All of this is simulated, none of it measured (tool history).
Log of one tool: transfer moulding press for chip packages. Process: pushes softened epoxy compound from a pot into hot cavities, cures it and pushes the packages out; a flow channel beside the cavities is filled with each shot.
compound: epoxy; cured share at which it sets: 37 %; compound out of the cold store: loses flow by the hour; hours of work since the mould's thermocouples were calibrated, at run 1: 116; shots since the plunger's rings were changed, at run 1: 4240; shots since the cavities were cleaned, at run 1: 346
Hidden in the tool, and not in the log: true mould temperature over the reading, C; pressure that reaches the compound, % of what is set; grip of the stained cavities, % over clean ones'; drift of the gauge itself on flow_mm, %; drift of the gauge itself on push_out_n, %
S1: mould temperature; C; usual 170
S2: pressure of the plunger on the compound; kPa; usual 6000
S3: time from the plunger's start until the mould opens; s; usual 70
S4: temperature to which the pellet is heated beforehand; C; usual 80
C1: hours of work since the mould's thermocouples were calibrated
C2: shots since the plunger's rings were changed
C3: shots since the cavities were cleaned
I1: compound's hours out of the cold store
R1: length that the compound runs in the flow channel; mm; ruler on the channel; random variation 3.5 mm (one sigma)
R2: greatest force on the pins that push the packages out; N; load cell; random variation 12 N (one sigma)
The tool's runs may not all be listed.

run,hour,S1,S2,S3,S4,C1,C2,C3,I1,R1,R2
1,0,170,6000,70,80,116,4240,346,32.3,507,702
# hour 16.9: cavities cleaned with cleaning compound and waxed
2,32,170,6000,80,80,140,4773,264,24.5,513,490
# hour 54.7: cavities cleaned with cleaning compound and waxed
3,73,170,6000,80,80,170,5460,319,30.6,502,506
# hour 91.3: plunger's sealing rings changed
# hour 96.5: cavities cleaned with cleaning compound and waxed
4,102,170,6000,75,80,190,161,96,45,522,486
5,120.6,170,6000,75,80,204,485,420,29.2,543,610
# hour 133.8: cavities cleaned with cleaning compound and waxed
6,165.9,170,6000,75,80,238,1249,560,18.9,552,685
# hour 170.2: cavities cleaned with cleaning compound and waxed
7,185.2,170,6000,75,80,252,1559,262,32.2,531,555

Run 8 comes next. What will it give?
# hour 208.7: cavities cleaned with cleaning compound and waxed
8,225.6,177,6000,75,84,282,2237,294,47.4,?,?

R1: 491 mm
R2: 409 N
Without the tool's hidden state the same run would have given R1 508 mm, R2 322 N.
